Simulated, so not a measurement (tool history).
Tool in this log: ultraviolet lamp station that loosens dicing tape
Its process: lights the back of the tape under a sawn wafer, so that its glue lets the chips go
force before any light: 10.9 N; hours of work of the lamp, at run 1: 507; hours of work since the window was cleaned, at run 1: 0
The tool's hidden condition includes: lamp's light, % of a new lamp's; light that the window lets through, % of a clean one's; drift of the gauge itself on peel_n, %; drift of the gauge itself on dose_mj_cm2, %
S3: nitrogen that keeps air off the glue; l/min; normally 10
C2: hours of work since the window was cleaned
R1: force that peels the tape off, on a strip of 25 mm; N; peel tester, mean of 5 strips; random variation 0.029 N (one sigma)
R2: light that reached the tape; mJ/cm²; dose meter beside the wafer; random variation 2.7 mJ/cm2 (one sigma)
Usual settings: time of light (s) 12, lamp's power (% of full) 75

{"run": 1, "hour": 0.0, "time of light (s)": 12, "lamp's power (% of full)": 75, "S3": 10, "hours of work of the lamp": 507, "C2": 0, "R1": 1.905, "R2": 300}
{"run": 2, "hour": 48.0, "time of light (s)": 12, "lamp's power (% of full)": 75, "S3": 10, "hours of work of the lamp": 529, "C2": 22, "R1": 1.919, "R2": 296}
{"run": 3, "hour": 71.0, "time of light (s)": 8, "lamp's power (% of full)": 75, "S3": 10, "hours of work of the lamp": 540, "C2": 33, "R1": 3.416, "R2": 202}
{"run": 4, "hour": 104.5, "time of light (s)": 8, "lamp's power (% of full)": 75, "S3": 10, "hours of work of the lamp": 555, "C2": 48, "R1": 3.51, "R2": 198}
{"run": 5, "hour": 144.9, "time of light (s)": 12, "lamp's power (% of full)": 75, "S3": 10, "hours of work of the lamp": 574, "C2": 67, "R1": 1.973, "R2": 290}
{"run": 6, "hour": 188.1, "time of light (s)": 12, "lamp's power (% of full)": 75, "S3": 10, "hours of work of the lamp": 594, "C2": 86, "R1": 2.082, "R2": 288}
{"run": 7, "hour": 233.3, "time of light (s)": 12, "lamp's power (% of full)": 75, "S3": 10, "hours of work of the lamp": 614, "C2": 107, "R1": 2.068, "R2": 286}
{"run": 8, "hour": 266.1, "time of light (s)": 12, "lamp's power (% of full)": 75, "S3": 10, "hours of work of the lamp": 629, "C2": 122, "R1": 2.127, "R2": 284}
{"run": 9, "hour": 313.3, "time of light (s)": 12, "lamp's power (% of full)": 75, "S3": 10, "hours of work of the lamp": 651, "C2": 144, "R1": 2.07, "R2": 284}
{"run": 10, "hour": 345.5, "time of light (s)": 12, "lamp's power (% of full)": 75, "S3": 10, "hours of work of the lamp": 666, "C2": 159, "R1": 2.179, "R2": 281}
{"run": 11, "hour": 382.5, "time of light (s)": 12, "lamp's power (% of full)": 75, "S3": 10, "hours of work of the lamp": 683, "C2": 176, "R1": 2.233, "R2": 275}
{"run": 12, "hour": 431.7, "time of light (s)": 10, "lamp's power (% of full)": 75, "S3": 10, "hours of work of the lamp": 706, "C2": 198, "R1": 2.834, "R2": 227}
{"run": 13, "hour": 475.2, "time of light (s)": 12, "lamp's power (% of full)": 75, "S3": 4, "hours of work of the lamp": 726, "C2": 218, "R1": 2.836, "R2": 275}
{"run": 14, "hour": 501.6, "time of light (s)": 12, "lamp's power (% of full)": 78, "S3": 4, "hours of work of the lamp": 738, "C2": 231, "R1": 2.78, "R2": 281}
{"run": 15, "hour": 540.3, "time of light (s)": 12, "lamp's power (% of full)": 78, "S3": 4, "hours of work of the lamp": 755, "C2": 248, "R1": 2.873, "R2": 276}
{"run": 16, "hour": 585.4, "time of light (s)": 12, "lamp's power (% of full)": 78, "S3": 4, "hours of work of the lamp": 776, "C2": 269, "R1": 2.938, "R2": 279}
{"run": 17, "hour": 610.6, "time of light (s)": 12, "lamp's power (% of full)": 78, "S3": 4, "hours of work of the lamp": 788, "C2": 281, "R1": 2.853, "R2": 276}
{"run": 18, "hour": 637.8, "time of light (s)": 12, "lamp's power (% of full)": 78, "S3": 4, "hours of work of the lamp": 800, "C2": 293, "R1": 2.936, "R2": 270}
{"run": 19, "hour": 680.8, "time of light (s)": 12, "lamp's power (% of full)": 75, "S3": 10, "hours of work of the lamp": 820, "C2": 313, "R1": 2.373, "R2": 263}
{"run": 20, "hour": 702.0, "time of light (s)": 15, "lamp's power (% of full)": 61, "S3": 9, "hours of work of the lamp": 830, "C2": 323, "R1": 2.465, "R2": 263}
{"run": 21, "hour": 749.1, "time of light (s)": 10, "lamp's power (% of full)": 75, "S3": 12, "hours of work of the lamp": 851, "C2": 344, "R1": 2.895, "R2": 215}
{"run": 22, "hour": 792.1, "time of light (s)": 15, "lamp's power (% of full)": 84, "S3": 18, "hours of work of the lamp": 871, "C2": 364, "R1": 1.143, "R2": 360}
{"run": 23, "hour": 831.2, "time of light (s)": 12, "lamp's power (% of full)": 75, "S3": 14, "hours of work of the lamp": 889, "C2": 382, "R1": 2.307, "R2": 250}
{"run": 24, "hour": 869.7, "time of light (s)": 17, "lamp's power (% of full)": 75, "S3": 5, "hours of work of the lamp": 907, "C2": 400, "R1": 1.809, "R2": 358}
{"run": 25, "hour": 908.0, "time of light (s)": 17, "lamp's power (% of full)": 75, "S3": 5, "hours of work of the lamp": 924, "C2": 417, "R1": 1.83, "R2": 355}
{"run": 26, "hour": 944.7, "time of light (s)": 12, "lamp's power (% of full)": 66, "S3": 9, "hours of work of the lamp": 941, "C2": 434, "R1": 3.201, "R2": 217}
{"run": 27, "hour": 979.8, "time of light (s)": 12, "lamp's power (% of full)": 66, "S3": 9, "hours of work of the lamp": 957, "C2": 450, "R1": 3.084, "R2": 215}
{"run": 28, "hour": 1015.2, "time of light (s)": 12, "lamp's power (% of full)": 66, "S3": 9, "hours of work of the lamp": 974, "C2": 467, "R1": 3.139, "R2": 213}
{"run": 29, "hour": 1051.9, "time of light (s)": 12, "lamp's power (% of full)": 66, "S3": 9, "hours of work of the lamp": 991, "C2": 483, "R1": 3.149, "R2": 212}
{"run": 30, "hour": 1083.8, "time of light (s)": 10, "lamp's power (% of full)": 61, "S3": 12, "hours of work of the lamp": 1005, "C2": 498, "R1": 4.065, "R2": 165}
{"run": 31, "hour": 1127.1, "time of light (s)": 12, "lamp's power (% of full)": 61, "S3": 9, "hours of work of the lamp": 1025, "C2": 518, "R1": 3.618, "R2": 191}
{"run": 32, "hour": 1151.9, "time of light (s)": 12, "lamp's power (% of full)": 61, "S3": 9, "hours of work of the lamp": 1037, "C2": 529, "R1": 3.551, "R2": 194}
{"hour": 1164.2, "done": "window cleaned of glue's vapour"}
{"run": 33, "hour": 1178.4, "time of light (s)": 12, "lamp's power (% of full)": 61, "S3": 9, "hours of work of the lamp": 1048, "C2": 7, "R1": 3.32, "R2": 205}
{"run": 34, "hour": 1217.6, "time of light (s)": 7, "lamp's power (% of full)": 78, "S3": 10, "hours of work of the lamp": 1066, "C2": 25, "R1": 4.561, "R2": 148}
{"run": 35, "hour": 1252.6, "time of light (s)": 8, "lamp's power (% of full)": 66, "S3": 6, "hours of work of the lamp": 1083, "C2": 41, "R1": 5.323, "R2": 140}
{"run": 36, "hour": 1290.9, "time of light (s)": 6, "lamp's power (% of full)": 100, "S3": 5, "hours of work of the lamp": 1100, "C2": 58, "R1": 4.75, "R2": 160}
{"hour": 1311.6, "done": "lamp changed"}
{"run": 37, "hour": 1337.6, "time of light (s)": 11, "lamp's power (% of full)": 93, "S3": 3, "hours of work of the lamp": 12, "C2": 79, "R1": 1.93, "R2": 393}
{"run": 38, "hour": 1378.6, "time of light (s)": 11, "lamp's power (% of full)": 93, "S3": 3, "hours of work of the lamp": 31, "C2": 98, "R1": 1.942, "R2": 382}

Consider 5 possible next runs. They are alternatives, not a sequence: every one starts from the tool as it was left by run 38. What does each give?
{"run": "A", "hour": 1417.3, "time of light (s)": 12, "lamp's power (% of full)": 66, "S3": 20, "hours of work of the lamp": 49, "C2": 116, "R1": "?", "R2": "?"}
{"run": "B", "hour": 1417.3, "time of light (s)": 21, "lamp's power (% of full)": 93, "S3": 3, "hours of work of the lamp": 49, "C2": 116, "R1": "?", "R2": "?"}
{"run": "C", "hour": 1417.3, "time of light (s)": 7, "lamp's power (% of full)": 95, "S3": 14, "hours of work of the lamp": 49, "C2": 116, "R1": "?", "R2": "?"}
{"run": "D", "hour": 1417.3, "time of light (s)": 6, "lamp's power (% of full)": 93, "S3": 5, "hours of work of the lamp": 49, "C2": 116, "R1": "?", "R2": "?"}
{"run": "E", "hour": 1417.3, "time of light (s)": 12, "lamp's power (% of full)": 75, "S3": 4, "hours of work of the lamp": 49, "C2": 116, "R1": "?", "R2": "?"}

run=A R1=1.625 R2=299
run=B R1=0.491 R2=732
run=C R1=2.297 R2=251
run=D R1=3.655 R2=210
run=E R1=2.166 R2=334
The same runs, with their run-to-run variation unchanged, on a tool lacking any hidden condition would have given:
run=A R1=1.513 R2=310
run=B R1=0.446 R2=761
run=C R1=2.167 R2=260
run=D R1=3.509 R2=218
run=E R1=2.039 R2=347
